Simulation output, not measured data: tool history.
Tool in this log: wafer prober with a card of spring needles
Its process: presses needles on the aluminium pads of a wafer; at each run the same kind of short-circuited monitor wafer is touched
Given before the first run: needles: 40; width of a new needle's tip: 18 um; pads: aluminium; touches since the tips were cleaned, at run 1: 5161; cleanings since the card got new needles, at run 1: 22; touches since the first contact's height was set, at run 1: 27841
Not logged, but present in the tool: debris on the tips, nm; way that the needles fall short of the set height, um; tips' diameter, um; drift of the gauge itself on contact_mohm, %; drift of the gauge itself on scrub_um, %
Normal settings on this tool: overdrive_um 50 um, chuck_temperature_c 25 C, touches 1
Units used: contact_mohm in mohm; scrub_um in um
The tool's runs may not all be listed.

run	hour	overdrive_um	chuck_temperature_c	touches	touches since the tips were cleaned	cleanings since the card got new needles	touches since the first contact's height was set	contact_mohm	scrub_um
1	0	50	25	1	5161	22	27841	160	8.79
# hour 3.5: tips cleaned on abrasive film
# hour 15.3: tips cleaned on abrasive film
2	15.3	50	25	1	0	24	37612	155	8.78
# hour 26.5: tips cleaned on abrasive film
3	32.9	50	25	1	4177	25	48993	157	8.77
# hour 38.2: tips cleaned on abrasive film
# hour 50.5: tips cleaned on abrasive film
4	52.6	50	57	1	1327	27	61622	160	8.72
# hour 62.3: tips cleaned on abrasive film
5	70.1	50	25	1	5100	28	72931	155	8.7
# hour 73.8: tips cleaned on abrasive film
6	79.9	50	25	1	3947	29	79189	159	8.68
# hour 85.2: tips cleaned on abrasive film
7	93.3	50	25	1	5300	30	87854	154	8.71
# hour 97.5: tips cleaned on abrasive film
# hour 109.5: tips cleaned on abrasive film
8	112.2	50	25	1	1700	32	99928	156	8.71
# hour 121.2: tips cleaned on abrasive film
# hour 132.3: tips cleaned on abrasive film
9	132.7	47	67	1	290	34	113127	168	8.14
# hour 143.4: tips cleaned on abrasive film
10	147.8	40	31	2	2865	35	122879	161	6.96
# hour 155.3: tips cleaned on abrasive film
11	159.2	44	36	2	2517	36	130173	163	7.63
# hour 166.2: tips cleaned on abrasive film
12	174.8	44	106	1	5537	37	140204	176	7.56
# hour 178: tips cleaned on abrasive film
13	187.3	36	72	2	6050	38	148285	178	6.2
# hour 189.3: tips cleaned on abrasive film
# hour 199: height of the first contact set anew
# hour 200.9: tips cleaned on abrasive film
14	204.8	60	31	1	2551	40	3740	153	10.37
# hour 213: tips cleaned on abrasive film
15	217.8	39	25	1	3101	41	12087	164	6.74
# hour 224.3: tips cleaned on abrasive film
16	232.2	36	114	2	5097	42	21343	187	6.25

3 options for the next run, each taken on its own from the tool as it stands now. Forecast them:
# hour 235.7: tips cleaned on abrasive film
A	243.6	50	77	1	5149	43	28697	?	?
# hour 235.7: tips cleaned on abrasive film
B	243.6	42	38	3	5149	43	28697	?	?
# hour 235.7: tips cleaned on abrasive film
C	243.6	36	29	2	5149	43	28697	?	?

run	contact_mohm	scrub_um
A	168	8.57
B	165	7.23
C	169	6.17
Without the tool's hidden state the same runs would have given:
run	contact_mohm	scrub_um
A	168	8.76
B	164	7.39
C	168	6.31
